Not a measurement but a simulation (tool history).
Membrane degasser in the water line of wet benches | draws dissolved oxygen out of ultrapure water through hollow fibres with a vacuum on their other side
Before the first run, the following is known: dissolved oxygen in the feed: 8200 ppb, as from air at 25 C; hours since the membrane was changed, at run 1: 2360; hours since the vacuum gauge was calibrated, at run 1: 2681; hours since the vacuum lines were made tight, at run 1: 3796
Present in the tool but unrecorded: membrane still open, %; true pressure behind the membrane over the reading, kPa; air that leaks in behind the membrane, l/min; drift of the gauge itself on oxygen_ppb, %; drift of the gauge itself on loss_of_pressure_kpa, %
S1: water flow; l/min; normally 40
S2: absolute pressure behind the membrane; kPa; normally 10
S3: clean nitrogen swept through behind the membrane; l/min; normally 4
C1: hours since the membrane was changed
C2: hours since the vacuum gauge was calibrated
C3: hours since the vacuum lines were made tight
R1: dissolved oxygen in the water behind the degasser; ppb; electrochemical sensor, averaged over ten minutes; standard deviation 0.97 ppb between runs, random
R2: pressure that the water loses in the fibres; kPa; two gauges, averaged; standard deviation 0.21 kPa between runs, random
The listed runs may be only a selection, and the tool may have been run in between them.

run      day  S1    S2    S3    C1    C2    C3     R1     R2
  1        0  40    10     4  2360  2681  3796  161.4  46.94
  2    5.688  40   9.7     4  2497  2817  3933  154.9   47.3
  3   14.917  40   9.7     4  2718  3039  4154  156.3  46.98
  4   21.808  40   9.7     4  2883  3204  4319  157.3  47.14
  5   28.717  40   9.7     4  3049  3370  4485  157.2  46.95
  6   35.312  40  15.9     4  3208  3528  4644    302  46.81
  7    41.75  40  15.9     4  3362  3683  4798  300.1  47.37
  8   49.104  48    10     4  3539  3859  4974    203  56.89
  9   54.812  43    10     4  3676  3996  5112  179.5  50.74
 10   59.129  49    10     4  3779  4100  5215  207.1  58.48
 11   63.462  40  11.8   3.5  3883  4204  5319  235.8  47.15
 12   68.608  26  12.2  3.74  4007  4327  5443  150.7  30.65
 13   73.192  52  16.9  4.84  4117  4438  5553  358.8  61.37
 14   80.979  35  20.6     4  4304  4624  5740  359.7  41.42
      83.462  -- gauge calibrated
 15   89.088  40   6.2     4  4498  4819  5934   75.5  47.33
 16   94.954  40   6.2     4  4639  4960  6075   75.3  47.06
 17  103.329  40   6.2     4  4840  5161  6276   75.9  47.18

Below are 5 alternative next runs, each starting from the tool's condition after run 17. Predict each:
  A  108.954  40   6.2   1.9  4975  5296  6411   ?   ?
  B  108.954  40   6.2  2.59  4975  5296  6411   ?   ?
  C  108.954  34    10     4  4975  5296  6411   ?   ?
  D  108.954  36  15.6  1.75  4975  5296  6411   ?   ?
  E  108.954  31  14.6  1.86  4975  5296  6411   ?   ?

run     R1     R2
  A  143.6  47.21
  B  109.3  46.95
  C  138.5  39.89
  D  543.2  42.31
  E  421.5   36.6
With the hidden condition removed and each run's random variation left untouched, the same runs would have given:
run     R1     R2
  A    142  47.17
  B  108.1  46.91
  C  137.1  39.86
  D  537.9  42.27
  E  417.3  36.57
